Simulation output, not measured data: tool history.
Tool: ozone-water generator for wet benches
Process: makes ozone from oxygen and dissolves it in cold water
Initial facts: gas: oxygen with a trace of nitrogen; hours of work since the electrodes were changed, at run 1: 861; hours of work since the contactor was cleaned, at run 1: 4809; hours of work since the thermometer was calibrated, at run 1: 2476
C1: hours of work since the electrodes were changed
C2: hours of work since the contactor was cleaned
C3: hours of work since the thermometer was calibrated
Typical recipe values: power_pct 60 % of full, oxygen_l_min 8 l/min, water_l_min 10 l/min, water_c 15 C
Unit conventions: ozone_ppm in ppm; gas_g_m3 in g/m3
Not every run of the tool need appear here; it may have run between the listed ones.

run 1 hour=0 | power_pct=60 oxygen_l_min=8 water_l_min=10 water_c=15 | C1=861 C2=4809 C3=2476 | ozone_ppm=43.9 gas_g_m3=215.3
run 2 hour=37.3 | power_pct=60 oxygen_l_min=8 water_l_min=10 water_c=15 | C1=887 C2=4836 C3=2503 | ozone_ppm=42.9 gas_g_m3=217.1
run 3 hour=93.1 | power_pct=60 oxygen_l_min=8.69 water_l_min=10 water_c=15 | C1=928 C2=4876 C3=2543 | ozone_ppm=41.8 gas_g_m3=205.8
run 4 hour=121 | power_pct=60 oxygen_l_min=8.69 water_l_min=10 water_c=15 | C1=948 C2=4896 C3=2563 | ozone_ppm=41.7 gas_g_m3=207.4
run 5 hour=158.1 | power_pct=60 oxygen_l_min=8.69 water_l_min=10 water_c=15 | C1=974 C2=4923 C3=2590 | ozone_ppm=41.6 gas_g_m3=204.6
run 6 hour=203.4 | power_pct=60 oxygen_l_min=8.69 water_l_min=10 water_c=15 | C1=1007 C2=4955 C3=2622 | ozone_ppm=41.9 gas_g_m3=208.7
run 7 hour=244 | power_pct=60 oxygen_l_min=8.69 water_l_min=10 water_c=15 | C1=1036 C2=4984 C3=2651 | ozone_ppm=42.1 gas_g_m3=208.3
run 8 hour=266.9 | power_pct=48 oxygen_l_min=8 water_l_min=10 water_c=15 | C1=1053 C2=5001 C3=2668 | ozone_ppm=37.2 gas_g_m3=189.1
run 9 hour=311.4 | power_pct=60 oxygen_l_min=8 water_l_min=10 water_c=15 | C1=1085 C2=5033 C3=2700 | ozone_ppm=43.3 gas_g_m3=219.3
run 10 hour=353.7 | power_pct=60 oxygen_l_min=8 water_l_min=10 water_c=15 | C1=1115 C2=5063 C3=2730 | ozone_ppm=43.3 gas_g_m3=219.5
run 11 hour=408.8 | power_pct=60 oxygen_l_min=8 water_l_min=10 water_c=15 | C1=1155 C2=5103 C3=2770 | ozone_ppm=43.2 gas_g_m3=219.6
run 12 hour=436.5 | power_pct=77 oxygen_l_min=8 water_l_min=10 water_c=15 | C1=1174 C2=5123 C3=2790 | ozone_ppm=51.1 gas_g_m3=262.6
run 13 hour=482.2 | power_pct=77 oxygen_l_min=8 water_l_min=7 water_c=15 | C1=1207 C2=5156 C3=2823 | ozone_ppm=59.2 gas_g_m3=261.2
run 14 hour=506.5 | power_pct=60 oxygen_l_min=8 water_l_min=10 water_c=15 | C1=1225 C2=5173 C3=2840 | ozone_ppm=43.3 gas_g_m3=222
run 15 hour=538.3 | power_pct=60 oxygen_l_min=8 water_l_min=10 water_c=15 | C1=1248 C2=5196 C3=2863 | ozone_ppm=43.2 gas_g_m3=222.1
run 16 hour=594.7 | power_pct=60 oxygen_l_min=8 water_l_min=10 water_c=10 | C1=1288 C2=5237 C3=2904 | ozone_ppm=47.8 gas_g_m3=221.1
run 17 hour=640.3 | power_pct=60 oxygen_l_min=8 water_l_min=10 water_c=10 | C1=1321 C2=5269 C3=2936 | ozone_ppm=48.2 gas_g_m3=221.4
run 18 hour=676.1 | power_pct=53 oxygen_l_min=9.74 water_l_min=6 water_c=15 | C1=1347 C2=5295 C3=2962 | ozone_ppm=45 gas_g_m3=180.4
run 19 hour=721.9 | power_pct=53 oxygen_l_min=9.74 water_l_min=6 water_c=15 | C1=1380 C2=5328 C3=2995 | ozone_ppm=45.1 gas_g_m3=179.8
run 20 hour=754.8 | power_pct=70 oxygen_l_min=8 water_l_min=15 water_c=20 | C1=1403 C2=5352 C3=3019 | ozone_ppm=34.6 gas_g_m3=248
run 21 hour=781.3 | power_pct=70 oxygen_l_min=8 water_l_min=15 water_c=20 | C1=1422 C2=5371 C3=3038 | ozone_ppm=34.7 gas_g_m3=247.4
run 22 hour=834.1 | power_pct=71 oxygen_l_min=4.44 water_l_min=10 water_c=13 | C1=1460 C2=5409 C3=3076 | ozone_ppm=58.6 gas_g_m3=365.1
run 23 hour=879.2 | power_pct=68 oxygen_l_min=10.07 water_l_min=10 water_c=8 | C1=1493 C2=5441 C3=3108 | ozone_ppm=50.8 gas_g_m3=211.2
-- hour=881.9 gauge calibrated
run 24 hour=920.4 | power_pct=60 oxygen_l_min=6.7 water_l_min=12 water_c=15 | C1=1522 C2=5471 C3=3138 | ozone_ppm=41.2 gas_g_m3=243.3
run 25 hour=945.4 | power_pct=60 oxygen_l_min=12.84 water_l_min=10 water_c=12 | C1=1540 C2=5489 C3=3156 | ozone_ppm=39 gas_g_m3=161.6
run 26 hour=985.5 | power_pct=60 oxygen_l_min=8 water_l_min=8 water_c=14 | C1=1569 C2=5518 C3=3185 | ozone_ppm=48.8 gas_g_m3=216.4
run 27 hour=1028.7 | power_pct=60 oxygen_l_min=8 water_l_min=8 water_c=14 | C1=1600 C2=5549 C3=3216 | ozone_ppm=49.5 gas_g_m3=219.6
run 28 hour=1068.4 | power_pct=60 oxygen_l_min=8 water_l_min=8 water_c=14 | C1=1629 C2=5577 C3=3244 | ozone_ppm=49.2 gas_g_m3=218.9
run 29 hour=1122.2 | power_pct=90 oxygen_l_min=8 water_l_min=7 water_c=15 | C1=1668 C2=5616 C3=3283 | ozone_ppm=65.9 gas_g_m3=286.6
run 30 hour=1175.7 | power_pct=58 oxygen_l_min=13.86 water_l_min=11 water_c=13 | C1=1706 C2=5654 C3=3321 | ozone_ppm=34.6 gas_g_m3=150.5
-- hour=1199.1 water thermometer calibrated
run 31 hour=1221 | power_pct=58 oxygen_l_min=13.86 water_l_min=9 water_c=13 | C1=1738 C2=5687 C3=16 | ozone_ppm=37.4 gas_g_m3=151.3
run 32 hour=1268.7 | power_pct=72 oxygen_l_min=4.78 water_l_min=12 water_c=10 | C1=1773 C2=5721 C3=50 | ozone_ppm=53.8 gas_g_m3=343.8
run 33 hour=1297.5 | power_pct=72 oxygen_l_min=4.78 water_l_min=6 water_c=13 | C1=1793 C2=5742 C3=71 | ozone_ppm=76.7 gas_g_m3=346.2
run 34 hour=1348.7 | power_pct=46 oxygen_l_min=12.32 water_l_min=6 water_c=8 | C1=1830 C2=5778 C3=108 | ozone_ppm=43.8 gas_g_m3=138.9

Alternative continuations, all from the tool just after run 34; predict every row:
run A hour=1371.9 | power_pct=46 oxygen_l_min=5.58 water_l_min=9 water_c=15 | C1=1847 C2=5795 C3=124 | ozone_ppm=? gas_g_m3=?
run B hour=1371.9 | power_pct=78 oxygen_l_min=8 water_l_min=10 water_c=15 | C1=1847 C2=5795 C3=124 | ozone_ppm=? gas_g_m3=?
run C hour=1371.9 | power_pct=41 oxygen_l_min=6.91 water_l_min=13 water_c=8 | C1=1847 C2=5795 C3=124 | ozone_ppm=? gas_g_m3=?

run=A ozone_ppm=42.8 gas_g_m3=235.6
run=B ozone_ppm=51.6 gas_g_m3=262.3
run=C ozone_ppm=34.8 gas_g_m3=190.4
Stripped of hidden state, with their random variation kept, the same runs would have yielded:
run=A ozone_ppm=42.8 gas_g_m3=232
run=B ozone_ppm=51.6 gas_g_m3=258.3
run=C ozone_ppm=34.8 gas_g_m3=187.5

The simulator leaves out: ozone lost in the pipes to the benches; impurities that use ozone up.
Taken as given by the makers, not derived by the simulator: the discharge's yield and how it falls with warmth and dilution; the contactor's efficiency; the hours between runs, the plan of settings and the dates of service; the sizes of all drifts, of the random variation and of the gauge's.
